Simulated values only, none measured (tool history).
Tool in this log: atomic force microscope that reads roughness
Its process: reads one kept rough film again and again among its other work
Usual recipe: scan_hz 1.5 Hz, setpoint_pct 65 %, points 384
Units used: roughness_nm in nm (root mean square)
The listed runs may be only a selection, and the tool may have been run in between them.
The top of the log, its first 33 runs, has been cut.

{"run": 34, "hour": 1794.8, "scan_hz": 1.5, "setpoint_pct": 81, "points": 430, "roughness_nm": 1.044}
{"hour": 1800.6, "done": "new tip fitted"}
{"run": 35, "hour": 1826.5, "scan_hz": 3.12, "setpoint_pct": 83, "points": 1005, "roughness_nm": 1}
{"run": 36, "hour": 1876.6, "scan_hz": 0.68, "setpoint_pct": 63, "points": 1005, "roughness_nm": 1.086}
{"hour": 1924.1, "done": "new tip fitted"}
{"run": 37, "hour": 1924.2, "scan_hz": 1.22, "setpoint_pct": 87, "points": 891, "roughness_nm": 1.045}
{"run": 38, "hour": 1959.6, "scan_hz": 1.81, "setpoint_pct": 70, "points": 800, "roughness_nm": 1.063}
{"run": 39, "hour": 1993.9, "scan_hz": 1.81, "setpoint_pct": 70, "points": 800, "roughness_nm": 1.059}
{"run": 40, "hour": 2032.6, "scan_hz": 1.81, "setpoint_pct": 70, "points": 800, "roughness_nm": 1.063}
{"hour": 2048.3, "done": "new tip fitted"}
{"run": 41, "hour": 2066.6, "scan_hz": 1.81, "setpoint_pct": 70, "points": 326, "roughness_nm": 1.06}
{"run": 42, "hour": 2119.0, "scan_hz": 1.81, "setpoint_pct": 66, "points": 299, "roughness_nm": 1.062}
{"run": 43, "hour": 2162.6, "scan_hz": 0.76, "setpoint_pct": 59, "points": 666, "roughness_nm": 1.084}
{"hour": 2169.5, "done": "new tip fitted"}
{"run": 44, "hour": 2234.4, "scan_hz": 1.69, "setpoint_pct": 65, "points": 835, "roughness_nm": 1.077}
{"run": 45, "hour": 2269.0, "scan_hz": 0.67, "setpoint_pct": 64, "points": 761, "roughness_nm": 1.087}

Here are 4 independent what-if runs from the current tool condition. What would each one return?
{"hour": 2289.9, "done": "new tip fitted"}
{"run": "A", "hour": 2325.9, "scan_hz": 1.5, "setpoint_pct": 65, "points": 668, "roughness_nm": "?"}
{"hour": 2289.9, "done": "new tip fitted"}
{"run": "B", "hour": 2325.9, "scan_hz": 1.22, "setpoint_pct": 70, "points": 761, "roughness_nm": "?"}
{"hour": 2289.9, "done": "new tip fitted"}
{"run": "C", "hour": 2325.9, "scan_hz": 1.56, "setpoint_pct": 90, "points": 384, "roughness_nm": "?"}
{"hour": 2289.9, "done": "new tip fitted"}
{"run": "D", "hour": 2325.9, "scan_hz": 3.97, "setpoint_pct": 67, "points": 679, "roughness_nm": "?"}

run=A roughness_nm=1.066
run=B roughness_nm=1.068
run=C roughness_nm=1.029
run=D roughness_nm=1.046
Stripped of hidden state, with their random variation kept, the same runs would have yielded:
run=A roughness_nm=1.068
run=B roughness_nm=1.071
run=C roughness_nm=1.031
run=D roughness_nm=1.048
